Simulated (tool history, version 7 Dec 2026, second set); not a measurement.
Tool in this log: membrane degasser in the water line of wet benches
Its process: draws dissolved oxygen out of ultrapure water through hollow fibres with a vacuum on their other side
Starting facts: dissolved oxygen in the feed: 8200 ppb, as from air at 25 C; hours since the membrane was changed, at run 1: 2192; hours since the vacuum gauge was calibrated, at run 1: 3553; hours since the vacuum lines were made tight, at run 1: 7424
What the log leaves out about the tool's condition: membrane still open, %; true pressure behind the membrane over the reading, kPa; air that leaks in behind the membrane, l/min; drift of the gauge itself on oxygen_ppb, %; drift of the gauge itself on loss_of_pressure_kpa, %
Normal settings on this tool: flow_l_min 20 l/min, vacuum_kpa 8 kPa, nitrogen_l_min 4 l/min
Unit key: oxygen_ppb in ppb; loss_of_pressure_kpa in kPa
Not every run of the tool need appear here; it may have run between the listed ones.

run    hour  flow_l_min  vacuum_kpa  nitrogen_l_min  hours since the membrane was changed  hours since the vacuum gauge was calibrated  hours since the vacuum lines were made tight  oxygen_ppb  loss_of_pressure_kpa
  1       0          20           8               4                                  2192                                         3553                                          7424        64.8                 38.92
  2    85.9          20           8               4                                  2278                                         3639                                          7510        65.6                 39.49
  3   224.2          20           8               4                                  2416                                         3777                                          7649        65.7                  39.3
  4     315          20           8               4                                  2507                                         3868                                          7739        65.8                 39.45
  5   376.5          20        5.53               4                                  2569                                         3930                                          7801        35.4                 39.31
  6   480.2          20        5.53               4                                  2672                                         4033                                          7905        35.5                 39.25
        501  -- vacuum gauge calibrated
  7   593.8          20           8               4                                  2786                                           93                                          8018        63.3                 39.53
  8   725.9          20           8               4                                  2918                                          225                                          8150        63.5                 39.59
  9   789.6          20       10.94               4                                  2981                                          289                                          8213       100.9                 39.56
 10   868.9          20           8            6.24                                  3061                                          368                                          8293          44                 39.51
      901.4  -- seals of the vacuum lines changed
 11    1004          20           8            6.24                                  3194                                          501                                           103        42.3                 40.02
 12  1111.1          25        4.98            3.57                                  3301                                          608                                           210        46.3                 49.63
 13  1243.1          31       11.72           10.87                                  3433                                          740                                           342       105.1                 61.76
 14  1339.9          31       11.72           10.87                                  3530                                          837                                           439       105.8                 61.51
 15  1408.6          31       11.72           10.87                                  3598                                          906                                           507       106.1                 61.48

Below, some changes in oxygen_ppb between adjacent runs. For each, the amount present without the hidden state too (settings, incoming material, random variation) and the amount remaining for the hidden state with gauge scatter not shared by both compared results:
Run 12 -> 13: flow_l_min 25 -> 31, vacuum_kpa 4.98 -> 11.72, nitrogen_l_min 3.57 -> 10.87. oxygen_ppb +58.8 ppb: hidden state +3.6, all else +55.2.
